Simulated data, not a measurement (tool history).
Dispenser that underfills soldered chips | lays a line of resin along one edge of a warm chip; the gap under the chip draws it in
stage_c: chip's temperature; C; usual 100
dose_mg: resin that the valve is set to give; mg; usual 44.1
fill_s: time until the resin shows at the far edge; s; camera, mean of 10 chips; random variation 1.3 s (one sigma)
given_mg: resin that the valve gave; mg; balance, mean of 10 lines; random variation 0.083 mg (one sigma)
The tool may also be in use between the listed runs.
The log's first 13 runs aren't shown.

run   hour  stage_c  dose_mg  fill_s  given_mg
     115.7  -- dispensing valve cleaned and set on the balance
 14  117.1      100     50.5   204.8     50.63
     124.0  -- new syringe of resin
 15  127.0      100     53.0   153.3     52.79
 16  136.2      100     41.2   210.2     41.02
     142.2  -- new syringe of resin
 17  143.6      100     41.2   143.0     41.06
 18  154.2      100     44.1   198.0     43.76
     160.7  -- new syringe of resin
 19  164.9      100     44.1   163.6     43.70
 20  173.0       98     40.4   240.2     40.00
     179.7  -- new syringe of resin
 21  183.4      109     40.4   108.8     39.87
 22  188.7      100     43.7   183.9     43.01
 23  197.3      100     43.7   249.2     43.08
     198.5  -- new syringe of resin
 24  208.2      101     53.9   179.7     52.78
     217.0  -- new syringe of resin
 25  217.2      101     53.9   132.4     52.61
 26  224.8      101     53.9   170.9     52.55
     236.0  -- new syringe of resin
 27  237.0       90     50.5   224.3     49.25
 28  247.1       90     50.5   317.8     48.97
     254.3  -- new syringe of resin
 29  256.6      101     51.7   144.3     50.07
 30  268.1       86     38.6   440.9     37.30
     272.7  -- new syringe of resin
     275.7  -- dispensing valve cleaned and set on the balance
 31  276.2       86     38.6   303.5     38.48
 32  283.2       86     43.2   376.5     43.22
     292.0  -- new syringe of resin
 33  292.1      109     52.1    96.4     51.92
 34  301.0      111     50.2   117.3     49.97
 35  308.6      111     50.2   151.5     49.92

Forecast each of these 3 alternatives for the next run:
     310.8  -- new syringe of resin
  A  318.2       96     50.2       ?         ?
     310.8  -- new syringe of resin
  B  318.2       91     52.0       ?         ?
     310.8  -- new syringe of resin
  C  318.2       97     41.3       ?         ?

run  fill_s  given_mg
  A   218.8     49.69
  B   277.7     51.56
  C   213.5     40.95
Without the tool's hidden state the same runs would have given:
run  fill_s  given_mg
  A   152.2     50.18
  B   192.4     52.06
  C   148.5     41.35
